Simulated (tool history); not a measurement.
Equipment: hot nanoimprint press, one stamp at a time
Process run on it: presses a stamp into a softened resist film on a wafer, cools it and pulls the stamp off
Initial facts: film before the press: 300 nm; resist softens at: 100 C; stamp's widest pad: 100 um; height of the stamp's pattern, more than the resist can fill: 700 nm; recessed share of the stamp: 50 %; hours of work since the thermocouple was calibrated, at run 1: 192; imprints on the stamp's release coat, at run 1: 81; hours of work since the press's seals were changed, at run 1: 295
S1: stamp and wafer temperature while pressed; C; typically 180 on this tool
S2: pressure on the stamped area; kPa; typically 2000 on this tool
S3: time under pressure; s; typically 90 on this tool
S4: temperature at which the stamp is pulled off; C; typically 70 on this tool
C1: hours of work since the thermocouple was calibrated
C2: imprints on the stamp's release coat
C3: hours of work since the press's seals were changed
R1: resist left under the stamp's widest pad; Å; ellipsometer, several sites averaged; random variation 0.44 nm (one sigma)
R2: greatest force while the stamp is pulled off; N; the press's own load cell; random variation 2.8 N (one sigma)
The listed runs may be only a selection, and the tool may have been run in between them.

| run | hour | S1 | S2 | S3 | S4 | C1 | C2 | C3 | R1 | R2 |
|---|---|---|---|---|---|---|---|---|---|---|
| 1 | 0 | 180 | 2000 | 90 | 70 | 192 | 81 | 295 | 1273 | 127 |
| 2 | 28.4 | 180 | 2000 | 90 | 70 | 205 | 130 | 308 | 1274 | 128 |
| 3 | 48.3 | 183 | 2000 | 90 | 70 | 214 | 165 | 317 | 1191 | 129 |
| 4 | 64 | 183 | 2000 | 90 | 70 | 221 | 193 | 324 | 1196 | 138 |
| 5 | 82.9 | 180 | 2000 | 90 | 70 | 229 | 226 | 332 | 1276 | 138 |
| 6 | 99.2 | 180 | 2000 | 90 | 70 | 237 | 255 | 340 | 1283 | 135 |
| 7 | 122.1 | 180 | 2000 | 141 | 70 | 247 | 295 | 350 | 1098 | 136 |
|  | 143.8 | plate thermocouple calibrated |
| 8 | 156.3 | 180 | 1990 | 90 | 70 | 6 | 350 | 364 | 1295 | 140 |
| 9 | 170.6 | 180 | 1990 | 90 | 70 | 12 | 375 | 371 | 1298 | 144 |
| 10 | 193.2 | 180 | 1990 | 90 | 70 | 22 | 414 | 381 | 1296 | 147 |
| 11 | 224.4 | 180 | 1990 | 90 | 70 | 36 | 469 | 395 | 1297 | 146 |
| 12 | 246.3 | 180 | 2000 | 45 | 70 | 46 | 507 | 405 | 1614 | 147 |
|  | 276.1 | plate thermocouple calibrated, once more |
| 13 | 282.8 | 180 | 2000 | 163 | 70 | 3 | 566 | 420 | 1016 | 141 |
| 14 | 313.5 | 180 | 2720 | 90 | 70 | 17 | 620 | 434 | 1048 | 154 |
| 15 | 343.3 | 180 | 2000 | 162 | 70 | 30 | 672 | 447 | 1029 | 147 |
| 16 | 359.4 | 181 | 2000 | 153 | 70 | 38 | 701 | 455 | 1015 | 152 |
| 17 | 388.2 | 180 | 2000 | 151 | 70 | 51 | 751 | 468 | 1052 | 153 |
| 18 | 418.5 | 179 | 1260 | 50 | 59 | 64 | 804 | 482 | 1943 | 186 |
| 19 | 446 | 179 | 1510 | 46 | 64 | 77 | 853 | 494 | 1827 | 177 |
| 20 | 467.2 | 179 | 1510 | 46 | 64 | 87 | 890 | 504 | 1828 | 173 |
| 21 | 487.1 | 179 | 1510 | 46 | 64 | 96 | 925 | 513 | 1829 | 175 |
| 22 | 509.1 | 180 | 1470 | 85 | 70 | 105 | 963 | 523 | 1523 | 159 |
| 23 | 526.4 | 190 | 2180 | 90 | 61 | 113 | 994 | 530 | 964 | 187 |
| 24 | 557.3 | 191 | 3130 | 90 | 60 | 127 | 1048 | 544 | 772 | 198 |
| 25 | 577.1 | 178 | 1400 | 124 | 70 | 136 | 1083 | 553 | 1462 | 158 |
| 26 | 599.1 | 178 | 2190 | 118 | 70 | 146 | 1121 | 563 | 1162 | 164 |
| 27 | 629.5 | 178 | 1340 | 144 | 70 | 160 | 1175 | 577 | 1418 | 166 |

Hidden state at the last listed run before each entry between runs and at the first one after, where it differs:
In the gap between runs 7 and 8: plate thermocouple calibrated (hour 143.8)
  true temperature over the reading, C: -0.85 -> -1.27; pressure that arrives at the usual setting, %: 98.59 -> 98.52; grip of the stamp's worn release coat, % over a new coat's: 6.9 -> 8.2
  measured value less the no-hidden-state value, R1: +30 -> +48 Å; R2: +11 -> +14 N
In the gap between runs 12 and 13: plate thermocouple calibrated, once more (hour 276.1)
  true temperature over the reading, C: -1.42 -> 0.14; pressure that arrives at the usual setting, %: 98.32 -> 98.25; grip of the stamp's worn release coat, % over a new coat's: 12 -> 13.4
  measured value less the no-hidden-state value, R1: +61 -> +7 Å; R2: +20 -> +17 N

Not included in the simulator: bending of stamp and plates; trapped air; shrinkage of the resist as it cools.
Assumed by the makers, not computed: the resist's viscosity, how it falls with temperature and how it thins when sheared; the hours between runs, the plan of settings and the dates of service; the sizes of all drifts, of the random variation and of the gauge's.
